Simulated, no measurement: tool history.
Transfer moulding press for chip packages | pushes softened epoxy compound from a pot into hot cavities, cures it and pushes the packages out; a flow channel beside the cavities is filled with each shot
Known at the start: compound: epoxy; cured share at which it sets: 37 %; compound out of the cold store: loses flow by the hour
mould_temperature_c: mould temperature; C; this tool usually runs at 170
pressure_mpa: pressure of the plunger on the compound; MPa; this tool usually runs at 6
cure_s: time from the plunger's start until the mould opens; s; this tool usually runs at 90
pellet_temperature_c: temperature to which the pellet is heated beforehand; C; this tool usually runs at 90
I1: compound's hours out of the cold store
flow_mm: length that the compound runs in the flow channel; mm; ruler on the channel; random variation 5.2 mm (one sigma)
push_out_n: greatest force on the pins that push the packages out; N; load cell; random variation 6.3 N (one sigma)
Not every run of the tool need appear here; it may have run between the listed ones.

Run 1, hour 0: usual settings; I1 18.6. Result: flow_mm 745 mm, push_out_n 404 N.
At hour 17.7: plunger's sealing rings changed.
At hour 19.2: cavities cleaned with cleaning compound and waxed.
Run 2, hour 27: usual settings but pellet_temperature_c 80 C; I1 26.1. Result: flow_mm 763 mm, push_out_n 509 N.
Run 3, hour 43: usual settings; I1 47.4. Result: flow_mm 671 mm, push_out_n 478 N.
Run 4, hour 59.2: usual settings; I1 12.3. Result: flow_mm 800 mm, push_out_n 543 N.
At hour 72.7: cavities cleaned with cleaning compound and waxed.
Run 5, hour 77.8: usual settings; I1 25.8. Result: flow_mm 751 mm, push_out_n 280 N.
Run 6, hour 89.1: usual settings; I1 17.6. Result: flow_mm 782 mm, push_out_n 349 N.
At hour 92.3: cavities cleaned with cleaning compound and waxed, once more.
Run 7, hour 115.7: usual settings; I1 35.5. Result: flow_mm 707 mm, push_out_n 352 N.
Run 8, hour 140.3: usual settings; I1 24.6. Result: flow_mm 750 mm, push_out_n 432 N.
At hour 147.5: cavities cleaned with cleaning compound and waxed.
Run 9, hour 152.8: usual settings; I1 13.2. Result: flow_mm 791 mm, push_out_n 279 N.
Run 10, hour 176.3: usual settings; I1 42.9. Result: flow_mm 678 mm, push_out_n 364 N.
Run 11, hour 189.6: usual settings; I1 39.8. Result: flow_mm 695 mm, push_out_n 423 N.
At hour 201.8: cavities cleaned with cleaning compound and waxed.
Run 12, hour 203.1: usual settings but mould_temperature_c 176 C, pressure_mpa 5.93 MPa, cure_s 122 s, pellet_temperature_c 96 C; I1 33.2. Result: flow_mm 676 mm, push_out_n 175 N.
Run 13, hour 222.5: usual settings but cure_s 74 s, pellet_temperature_c 87 C; I1 22.9. Result: flow_mm 753 mm, push_out_n 597 N.
Run 14, hour 245.9: usual settings but mould_temperature_c 163 C, cure_s 100 s, pellet_temperature_c 84 C; I1 21.6. Result: flow_mm 783 mm, push_out_n 605 N.
At hour 255.4: cavities cleaned with cleaning compound and waxed.
Run 15, hour 259: usual settings but mould_temperature_c 169 C, pressure_mpa 7.49 MPa, pellet_temperature_c 94 C; I1 20.9. Result: flow_mm 837 mm, push_out_n 280 N.
Run 16, hour 276.5: usual settings but mould_temperature_c 178 C, pressure_mpa 7.49 MPa, pellet_temperature_c 94 C; I1 26.6. Result: flow_mm 779 mm, push_out_n 247 N.
Run 17, hour 296.6: usual settings but cure_s 105 s; I1 21. Result: flow_mm 750 mm, push_out_n 332 N.
At hour 309: cavities cleaned with cleaning compound and waxed.
Run 18, hour 314.2: usual settings but mould_temperature_c 173 C, pressure_mpa 4.55 MPa, cure_s 76 s; I1 31.3. Result: flow_mm 596 mm, push_out_n 314 N.
Run 19, hour 331.8: usual settings but mould_temperature_c 177 C, pressure_mpa 6.81 MPa; I1 43. Result: flow_mm 677 mm, push_out_n 251 N.
Run 20, hour 343.9: usual settings but pressure_mpa 5.74 MPa; I1 22.5. Result: flow_mm 716 mm, push_out_n 413 N.
At hour 363.5: cavities cleaned with cleaning compound and waxed.
Run 21, hour 369.8: usual settings but pressure_mpa 7.25 MPa, pellet_temperature_c 88 C; I1 41.7. Result: flow_mm 736 mm, push_out_n 260 N.
Run 22, hour 389.3: usual settings but mould_temperature_c 173 C; I1 32. Result: flow_mm 689 mm, push_out_n 302 N.

Measured less the same run without the tool's hidden state. The same run-to-run variation is in both; the gauge's scatter may not be:
Unlogged tool condition in this case: true mould temperature over the reading, C; pressure that reaches the compound, % of what is set; grip of the stained cavities, % over clean ones'; drift of the gauge itself on flow_mm, %; drift of the gauge itself on push_out_n, %.
run  flow_mm  push_out_n
  1      -41        +162
  2       -6        +256
  3       -6        +243
  4      -10        +279
  5      -11         +32
  6      -13         +97
  7      -13        +117
  8      -17        +186
  9      -19         +25
 10      -19        +129
 11      -21        +175
 12      -22          +8
 13      -26        +181
 14      -30        +255
 15      -33         +14
 16      -32         +82
 17      -34        +136
 18      -29         +29
 19      -34         +85
 20      -38        +155
 21      -41         +27
 22      -41        +103

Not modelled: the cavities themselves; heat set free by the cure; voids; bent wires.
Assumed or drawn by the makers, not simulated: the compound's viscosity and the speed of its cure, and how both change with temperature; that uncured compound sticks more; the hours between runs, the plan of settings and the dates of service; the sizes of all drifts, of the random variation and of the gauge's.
